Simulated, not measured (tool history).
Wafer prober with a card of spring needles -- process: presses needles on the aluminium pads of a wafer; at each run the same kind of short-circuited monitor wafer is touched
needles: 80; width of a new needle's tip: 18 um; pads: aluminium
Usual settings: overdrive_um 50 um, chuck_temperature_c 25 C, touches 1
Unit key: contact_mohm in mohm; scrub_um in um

{"run": 1, "hour": 0.0, "overdrive_um": 50, "chuck_temperature_c": 25, "touches": 1, "contact_mohm": 283, "scrub_um": 8.03}
{"hour": 6.9, "done": "tips cleaned on abrasive film"}
{"hour": 13.7, "done": "tips cleaned on abrasive film"}
{"hour": 22.3, "done": "tips cleaned on abrasive film"}
{"hour": 30.8, "done": "tips cleaned on abrasive film"}
{"hour": 37.9, "done": "height of the first contact set anew"}
{"hour": 39.7, "done": "tips cleaned on abrasive film"}
{"run": 2, "hour": 40.9, "overdrive_um": 50, "chuck_temperature_c": 25, "touches": 1, "contact_mohm": 315, "scrub_um": 8.27}
{"hour": 47.8, "done": "tips cleaned on abrasive film"}
{"hour": 54.6, "done": "tips cleaned on abrasive film"}
{"hour": 61.5, "done": "tips cleaned on abrasive film"}
{"hour": 70.0, "done": "tips cleaned on abrasive film"}
{"hour": 78.6, "done": "tips cleaned on abrasive film"}
{"hour": 85.5, "done": "tips cleaned on abrasive film"}
{"run": 3, "hour": 85.5, "overdrive_um": 50, "chuck_temperature_c": 25, "touches": 1, "contact_mohm": 222, "scrub_um": 8.14}
{"hour": 94.0, "done": "tips cleaned on abrasive film"}
{"hour": 100.9, "done": "tips cleaned on abrasive film"}
{"hour": 109.4, "done": "tips cleaned on abrasive film"}
{"hour": 116.3, "done": "tips cleaned on abrasive film"}
{"hour": 123.8, "done": "tips cleaned on abrasive film"}
{"run": 4, "hour": 123.8, "overdrive_um": 50, "chuck_temperature_c": 25, "touches": 1, "contact_mohm": 214, "scrub_um": 8.05}
{"hour": 130.7, "done": "tips cleaned on abrasive film"}
{"hour": 139.2, "done": "tips cleaned on abrasive film"}
{"hour": 147.8, "done": "tips cleaned on abrasive film"}
{"hour": 154.6, "done": "tips cleaned on abrasive film"}
{"run": 5, "hour": 156.7, "overdrive_um": 50, "chuck_temperature_c": 25, "touches": 1, "contact_mohm": 376, "scrub_um": 8.01}
{"hour": 161.9, "done": "tips cleaned on abrasive film"}
{"hour": 170.5, "done": "tips cleaned on abrasive film"}
{"hour": 179.0, "done": "tips cleaned on abrasive film"}
{"run": 6, "hour": 181.1, "overdrive_um": 50, "chuck_temperature_c": 25, "touches": 1, "contact_mohm": 381, "scrub_um": 8.0}
{"hour": 186.2, "done": "tips cleaned on abrasive film"}
{"hour": 193.1, "done": "tips cleaned on abrasive film"}
{"hour": 201.6, "done": "tips cleaned on abrasive film"}
{"hour": 210.2, "done": "tips cleaned on abrasive film"}
{"hour": 218.1, "done": "tips cleaned on abrasive film"}
{"run": 7, "hour": 218.1, "overdrive_um": 50, "chuck_temperature_c": 64, "touches": 1, "contact_mohm": 224, "scrub_um": 7.93}
{"hour": 221.8, "done": "height of the first contact set anew"}
{"hour": 225.3, "done": "tips cleaned on abrasive film"}
{"hour": 233.8, "done": "tips cleaned on abrasive film"}
{"hour": 240.7, "done": "tips cleaned on abrasive film, once more"}
{"hour": 247.6, "done": "tips cleaned on abrasive film"}
{"hour": 256.1, "done": "tips cleaned on abrasive film"}
{"run": 8, "hour": 257.5, "overdrive_um": 50, "chuck_temperature_c": 64, "touches": 1, "contact_mohm": 307, "scrub_um": 8.23}
{"hour": 264.4, "done": "tips cleaned on abrasive film"}
{"hour": 271.3, "done": "tips cleaned on abrasive film"}
{"hour": 278.1, "done": "tips cleaned on abrasive film"}
{"hour": 286.7, "done": "tips cleaned on abrasive film"}
{"hour": 293.5, "done": "tips cleaned on abrasive film"}
{"hour": 300.9, "done": "tips cleaned on abrasive film"}
{"run": 9, "hour": 300.9, "overdrive_um": 50, "chuck_temperature_c": 64, "touches": 1, "contact_mohm": 239, "scrub_um": 8.1}
{"hour": 307.8, "done": "tips cleaned on abrasive film"}
{"hour": 316.3, "done": "tips cleaned on abrasive film"}
{"hour": 324.9, "done": "tips cleaned on abrasive film"}
{"run": 10, "hour": 331.4, "overdrive_um": 50, "chuck_temperature_c": 64, "touches": 1, "contact_mohm": 513, "scrub_um": 8.1}
{"hour": 333.2, "done": "tips cleaned on abrasive film"}
{"hour": 345.2, "done": "card fitted with new needles"}
{"hour": 352.0, "done": "tips cleaned on abrasive film"}
{"hour": 358.9, "done": "tips cleaned on abrasive film"}
{"hour": 367.4, "done": "tips cleaned on abrasive film"}
{"hour": 376.0, "done": "tips cleaned on abrasive film"}
{"run": 11, "hour": 378.3, "overdrive_um": 50, "chuck_temperature_c": 64, "touches": 1, "contact_mohm": 284, "scrub_um": 8.2}
{"hour": 383.4, "done": "tips cleaned on abrasive film"}
{"hour": 392.0, "done": "tips cleaned on abrasive film"}
{"hour": 398.8, "done": "tips cleaned on abrasive film"}
{"hour": 407.4, "done": "tips cleaned on abrasive film"}
{"run": 12, "hour": 409.7, "overdrive_um": 50, "chuck_temperature_c": 64, "touches": 1, "contact_mohm": 288, "scrub_um": 8.16}
{"hour": 414.9, "done": "tips cleaned on abrasive film"}
{"hour": 423.5, "done": "tips cleaned on abrasive film"}
{"hour": 432.0, "done": "tips cleaned on abrasive film"}
{"run": 13, "hour": 436.5, "overdrive_um": 50, "chuck_temperature_c": 25, "touches": 1, "contact_mohm": 325, "scrub_um": 8.13}
{"hour": 440.0, "done": "tips cleaned on abrasive film"}
{"hour": 448.5, "done": "tips cleaned on abrasive film"}
{"hour": 457.1, "done": "tips cleaned on abrasive film"}
{"hour": 464.7, "done": "tips cleaned on abrasive film"}
{"run": 14, "hour": 464.7, "overdrive_um": 54, "chuck_temperature_c": 50, "touches": 1, "contact_mohm": 204, "scrub_um": 8.74}
{"hour": 473.3, "done": "tips cleaned on abrasive film"}
{"hour": 480.1, "done": "tips cleaned on abrasive film"}
{"hour": 488.7, "done": "tips cleaned on abrasive film"}
{"hour": 497.2, "done": "tips cleaned on abrasive film"}
{"run": 15, "hour": 499.9, "overdrive_um": 54, "chuck_temperature_c": 50, "touches": 1, "contact_mohm": 276, "scrub_um": 8.7}
{"hour": 505.0, "done": "tips cleaned on abrasive film"}
{"hour": 513.6, "done": "tips cleaned on abrasive film"}
{"hour": 522.1, "done": "tips cleaned on abrasive film"}
{"hour": 527.5, "done": "height of the first contact set anew"}
{"hour": 531.0, "done": "tips cleaned on abrasive film"}
{"hour": 538.9, "done": "tips cleaned on abrasive film"}
{"run": 16, "hour": 538.9, "overdrive_um": 50, "chuck_temperature_c": 101, "touches": 1, "contact_mohm": 221, "scrub_um": 8.27}
{"hour": 547.4, "done": "tips cleaned on abrasive film"}
{"hour": 554.3, "done": "tips cleaned on abrasive film"}
{"run": 17, "hour": 557.8, "overdrive_um": 50, "chuck_temperature_c": 101, "touches": 1, "contact_mohm": 311, "scrub_um": 8.25}

What will run 18 give?
{"hour": 561.3, "done": "tips cleaned on abrasive film"}
{"hour": 569.9, "done": "tips cleaned on abrasive film"}
{"hour": 576.7, "done": "tips cleaned on abrasive film"}
{"hour": 585.3, "done": "tips cleaned on abrasive film"}
{"run": 18, "hour": 585.8, "overdrive_um": 50, "chuck_temperature_c": 30, "touches": 1, "contact_mohm": "?", "scrub_um": "?"}

contact_mohm: 225 mohm
scrub_um: 8.17 um
If the tool had no hidden condition, the same run with the same run-to-run variation would have returned contact_mohm 189 mohm, scrub_um 8.28 um.

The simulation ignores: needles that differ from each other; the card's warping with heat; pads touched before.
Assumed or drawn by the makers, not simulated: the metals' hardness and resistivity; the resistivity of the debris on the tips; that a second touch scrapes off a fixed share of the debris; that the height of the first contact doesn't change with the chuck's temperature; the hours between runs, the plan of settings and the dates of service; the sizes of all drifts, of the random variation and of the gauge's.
